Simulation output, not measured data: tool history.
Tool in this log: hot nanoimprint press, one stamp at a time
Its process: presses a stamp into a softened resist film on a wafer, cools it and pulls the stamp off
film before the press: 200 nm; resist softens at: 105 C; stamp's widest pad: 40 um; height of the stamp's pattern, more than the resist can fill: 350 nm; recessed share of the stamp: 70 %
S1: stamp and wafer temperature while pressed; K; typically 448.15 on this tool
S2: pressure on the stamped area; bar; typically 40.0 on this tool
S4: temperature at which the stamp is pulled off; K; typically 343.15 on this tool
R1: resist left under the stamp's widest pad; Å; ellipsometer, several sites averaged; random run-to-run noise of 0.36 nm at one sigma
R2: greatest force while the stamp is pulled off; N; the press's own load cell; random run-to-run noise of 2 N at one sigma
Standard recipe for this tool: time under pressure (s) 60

run 1 day=0.000 | S1=448.15 S2=40.0 time_under_pressure_(s)=60 S4=343.15 | R1=1117 R2=222
run 2 day=0.279 | S1=448.15 S2=25.5 time_under_pressure_(s)=60 S4=343.15 | R1=1290 R2=223
run 3 day=0.608 | S1=448.15 S2=40.0 time_under_pressure_(s)=88 S4=343.15 | R1=968 R2=224
run 4 day=0.896 | S1=448.15 S2=40.0 time_under_pressure_(s)=60 S4=344.15 | R1=1113 R2=215
run 5 day=1.233 | S1=448.15 S2=40.0 time_under_pressure_(s)=60 S4=344.15 | R1=1113 R2=215
run 6 day=1.496 | S1=448.15 S2=40.0 time_under_pressure_(s)=60 S4=344.15 | R1=1111 R2=216
run 7 day=1.800 | S1=448.15 S2=40.0 time_under_pressure_(s)=60 S4=344.15 | R1=1111 R2=222
run 8 day=2.058 | S1=448.15 S2=40.0 time_under_pressure_(s)=60 S4=343.15 | R1=1114 R2=225
run 9 day=2.438 | S1=448.15 S2=40.0 time_under_pressure_(s)=60 S4=343.15 | R1=1109 R2=223
run 10 day=2.617 | S1=448.15 S2=34.0 time_under_pressure_(s)=60 S4=343.15 | R1=1168 R2=224
run 11 day=2.938 | S1=441.15 S2=47.5 time_under_pressure_(s)=60 S4=344.15 | R1=1339 R2=219
-- day=3.092 plate thermocouple calibrated
run 12 day=3.429 | S1=460.15 S2=26.4 time_under_pressure_(s)=82 S4=347.15 | R1=728 R2=197
run 13 day=3.600 | S1=460.15 S2=37.6 time_under_pressure_(s)=30 S4=347.15 | R1=948 R2=200
run 14 day=3.946 | S1=460.15 S2=37.6 time_under_pressure_(s)=30 S4=347.15 | R1=949 R2=200
run 15 day=4.200 | S1=452.15 S2=40.0 time_under_pressure_(s)=119 S4=343.15 | R1=711 R2=228
run 16 day=4.512 | S1=451.15 S2=29.8 time_under_pressure_(s)=60 S4=343.15 | R1=1089 R2=224
run 17 day=4.867 | S1=438.15 S2=40.0 time_under_pressure_(s)=94 S4=343.15 | R1=1342 R2=226
-- day=5.083 plate thermocouple calibrated, once more
run 18 day=5.362 | S1=438.15 S2=40.0 time_under_pressure_(s)=94 S4=343.15 | R1=1415 R2=239
run 19 day=5.596 | S1=440.15 S2=40.0 time_under_pressure_(s)=60 S4=339.15 | R1=1486 R2=263
run 20 day=5.842 | S1=443.15 S2=42.2 time_under_pressure_(s)=51 S4=343.15 | R1=1404 R2=243

Alternative continuations, all from the tool just after run 20; predict every row:
run A day=6.158 | S1=443.15 S2=42.2 time_under_pressure_(s)=99 S4=343.15 | R1=? R2=?
run B day=6.158 | S1=438.15 S2=40.0 time_under_pressure_(s)=105 S4=333.15 | R1=? R2=?
run C day=6.158 | S1=448.15 S2=40.0 time_under_pressure_(s)=88 S4=340.15 | R1=? R2=?
run D day=6.158 | S1=438.15 S2=42.2 time_under_pressure_(s)=41 S4=341.15 | R1=? R2=?

run=A R1=1155 R2=241
run=B R1=1366 R2=302
run=C R1=1007 R2=261
run=D R1=1660 R2=250
Without the tool's unlogged condition, the same runs would have read:
run=A R1=1143 R2=217
run=B R1=1354 R2=272
run=C R1=996 R2=234
run=D R1=1651 R2=225
